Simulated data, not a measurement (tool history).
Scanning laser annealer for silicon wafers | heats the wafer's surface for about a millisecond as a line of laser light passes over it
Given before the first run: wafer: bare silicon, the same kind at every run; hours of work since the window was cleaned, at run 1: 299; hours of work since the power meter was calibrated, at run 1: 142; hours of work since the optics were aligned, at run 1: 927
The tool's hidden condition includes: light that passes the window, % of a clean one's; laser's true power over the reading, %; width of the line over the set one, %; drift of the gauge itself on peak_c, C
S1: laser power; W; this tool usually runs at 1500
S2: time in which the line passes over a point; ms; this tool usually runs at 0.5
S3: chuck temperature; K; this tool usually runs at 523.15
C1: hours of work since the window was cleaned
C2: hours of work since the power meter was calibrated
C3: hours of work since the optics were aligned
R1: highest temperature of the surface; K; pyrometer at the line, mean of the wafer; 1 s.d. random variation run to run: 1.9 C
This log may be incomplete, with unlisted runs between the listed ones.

| run | hour | S1 | S2 | S3 | C1 | C2 | C3 | R1 |
|---|---|---|---|---|---|---|---|---|
| 1 | 0 | 1500 | 0.5 | 523.15 | 299 | 142 | 927 | 1354.15 |
| 2 | 16.9 | 1500 | 0.5 | 523.15 | 306 | 149 | 934 | 1350.15 |
| 3 | 32.6 | 1500 | 0.5 | 523.15 | 312 | 155 | 940 | 1353.15 |
| 4 | 46.5 | 1500 | 0.5 | 523.15 | 317 | 161 | 946 | 1354.15 |
| 5 | 65.8 | 1500 | 0.5 | 523.15 | 325 | 169 | 954 | 1350.15 |
| 6 | 76.5 | 1500 | 0.453 | 523.15 | 330 | 173 | 958 | 1306.15 |
| 7 | 92.6 | 1500 | 0.453 | 523.15 | 336 | 180 | 964 | 1306.15 |
| 8 | 100.5 | 1500 | 0.453 | 523.15 | 339 | 183 | 967 | 1304.15 |
| 9 | 111.7 | 1500 | 0.453 | 523.15 | 344 | 187 | 972 | 1304.15 |
| 10 | 126.6 | 1500 | 0.453 | 523.15 | 350 | 193 | 978 | 1305.15 |
| 11 | 139.2 | 1500 | 0.453 | 523.15 | 355 | 198 | 983 | 1306.15 |
| 12 | 158.6 | 1500 | 0.453 | 523.15 | 363 | 206 | 991 | 1306.15 |
| 13 | 170.8 | 1500 | 0.453 | 523.15 | 368 | 211 | 996 | 1307.15 |
| 14 | 185 | 1500 | 0.453 | 523.15 | 373 | 217 | 1002 | 1306.15 |
| 15 | 195.2 | 1500 | 0.5 | 544.15 | 377 | 221 | 1006 | 1371.15 |
| 16 | 205.3 | 1500 | 0.608 | 523.15 | 381 | 225 | 1010 | 1440.15 |
| 17 | 223 | 1414 | 0.5 | 536.15 | 389 | 232 | 1017 | 1312.15 |
| 18 | 233.9 | 1414 | 0.5 | 536.15 | 393 | 236 | 1021 | 1315.15 |
| 19 | 250.9 | 1305 | 0.5 | 536.15 | 400 | 243 | 1028 | 1255.15 |
|  | 256.9 | optics aligned, line set to its width |
| 20 | 275 | 1288 | 0.533 | 521.15 | 407 | 251 | 7 | 1247.15 |
| 21 | 284.5 | 1500 | 0.394 | 517.15 | 411 | 255 | 11 | 1236.15 |
|  | 290.1 | window over the wafer cleaned |
| 22 | 297.1 | 1469 | 0.504 | 489.15 | 3 | 259 | 15 | 1309.15 |
| 23 | 314.9 | 1469 | 0.504 | 489.15 | 10 | 266 | 23 | 1309.15 |
|  | 324 | optics aligned, line set to its width, once more |
| 24 | 327.8 | 1469 | 0.504 | 489.15 | 13 | 269 | 2 | 1319.15 |
| 25 | 338.8 | 1444 | 0.5 | 493.15 | 18 | 274 | 6 | 1302.15 |
| 26 | 356.4 | 1444 | 0.5 | 493.15 | 25 | 281 | 13 | 1303.15 |

4 ways to go on from here, each from the tool as it stands after run 26. What would each give?
| A | 365.5 | 1444 | 0.4 | 502.15 | 28 | 285 | 17 | ? |
| B | 365.5 | 1444 | 0.464 | 508.15 | 28 | 285 | 17 | ? |
| C | 365.5 | 1607 | 0.421 | 531.15 | 28 | 285 | 17 | ? |
| D | 365.5 | 1500 | 0.518 | 523.15 | 28 | 285 | 17 | ? |

| run | R1 |
|---|---|
| A | 1219.15 |
| B | 1289.15 |
| C | 1352.15 |
| D | 1387.15 |
Without the tool's hidden state the same runs would have given:
| run | R1 |
|---|---|
| A | 1223.15 |
| B | 1293.15 |
| C | 1357.15 |
| D | 1392.15 |
